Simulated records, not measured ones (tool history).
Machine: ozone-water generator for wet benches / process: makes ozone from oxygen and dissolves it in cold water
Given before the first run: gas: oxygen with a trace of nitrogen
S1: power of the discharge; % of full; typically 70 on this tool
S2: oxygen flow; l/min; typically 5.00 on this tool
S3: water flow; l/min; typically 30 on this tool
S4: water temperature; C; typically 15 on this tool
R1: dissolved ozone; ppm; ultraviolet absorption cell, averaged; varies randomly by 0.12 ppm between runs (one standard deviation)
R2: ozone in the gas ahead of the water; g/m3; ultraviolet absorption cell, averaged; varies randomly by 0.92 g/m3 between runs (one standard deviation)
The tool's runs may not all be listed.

{"run": 1, "hour": 0.0, "S1": 70, "S2": 5.0, "S3": 30, "S4": 15, "R1": 11.4, "R2": 151.1}
{"run": 2, "hour": 61.8, "S1": 70, "S2": 5.0, "S3": 30, "S4": 11, "R1": 11.8, "R2": 149.6}
{"run": 3, "hour": 126.8, "S1": 45, "S2": 5.0, "S3": 30, "S4": 15, "R1": 8.5, "R2": 114.2}
{"run": 4, "hour": 197.1, "S1": 45, "S2": 5.0, "S3": 30, "S4": 15, "R1": 8.8, "R2": 114.3}
{"run": 5, "hour": 268.3, "S1": 45, "S2": 5.0, "S3": 30, "S4": 15, "R1": 8.7, "R2": 114.7}
{"run": 6, "hour": 344.2, "S1": 54, "S2": 5.0, "S3": 30, "S4": 15, "R1": 9.7, "R2": 128.0}
{"run": 7, "hour": 399.7, "S1": 70, "S2": 5.0, "S3": 30, "S4": 15, "R1": 11.3, "R2": 150.0}
{"run": 8, "hour": 452.4, "S1": 70, "S2": 5.0, "S3": 30, "S4": 15, "R1": 11.4, "R2": 148.5}
{"run": 9, "hour": 512.0, "S1": 70, "S2": 5.0, "S3": 30, "S4": 15, "R1": 11.2, "R2": 149.5}
{"run": 10, "hour": 585.5, "S1": 70, "S2": 4.27, "S3": 36, "S4": 15, "R1": 8.9, "R2": 160.1}
{"run": 11, "hour": 628.8, "S1": 70, "S2": 4.27, "S3": 36, "S4": 15, "R1": 8.9, "R2": 161.1}
{"run": 12, "hour": 672.3, "S1": 70, "S2": 5.0, "S3": 20, "S4": 8, "R1": 18.4, "R2": 147.8}
{"run": 13, "hour": 732.2, "S1": 70, "S2": 5.0, "S3": 30, "S4": 11, "R1": 11.8, "R2": 148.7}
{"run": 14, "hour": 768.2, "S1": 70, "S2": 4.24, "S3": 30, "S4": 11, "R1": 11.3, "R2": 161.6}
{"run": 15, "hour": 833.4, "S1": 87, "S2": 5.73, "S3": 34, "S4": 19, "R1": 10.9, "R2": 157.9}
{"run": 16, "hour": 869.5, "S1": 97, "S2": 3.96, "S3": 23, "S4": 10, "R1": 18.2, "R2": 205.7}
{"run": 17, "hour": 918.4, "S1": 85, "S2": 4.26, "S3": 23, "S4": 10, "R1": 17.1, "R2": 182.2}
{"run": 18, "hour": 987.6, "S1": 79, "S2": 7.06, "S3": 30, "S4": 15, "R1": 12.6, "R2": 132.5}

Predict each of these 4 candidate next runs independently; none follows another, all start after run 18:
{"run": "A", "hour": 1019.8, "S1": 79, "S2": 7.06, "S3": 30, "S4": 17, "R1": "?", "R2": "?"}
{"run": "B", "hour": 1019.8, "S1": 60, "S2": 4.27, "S3": 41, "S4": 15, "R1": "?", "R2": "?"}
{"run": "C", "hour": 1019.8, "S1": 51, "S2": 3.35, "S3": 30, "S4": 15, "R1": "?", "R2": "?"}
{"run": "D", "hour": 1019.8, "S1": 85, "S2": 7.06, "S3": 21, "S4": 12, "R1": "?", "R2": "?"}

run=A R1=12.0 R2=130.8
run=B R1=7.1 R2=146.7
run=C R1=8.7 R2=151.8
run=D R1=18.9 R2=137.1
Without the tool's unlogged condition, the same runs would have read:
run=A R1=12.9 R2=136.7
run=B R1=7.6 R2=152.3
run=C R1=9.3 R2=156.9
run=D R1=20.2 R2=143.6
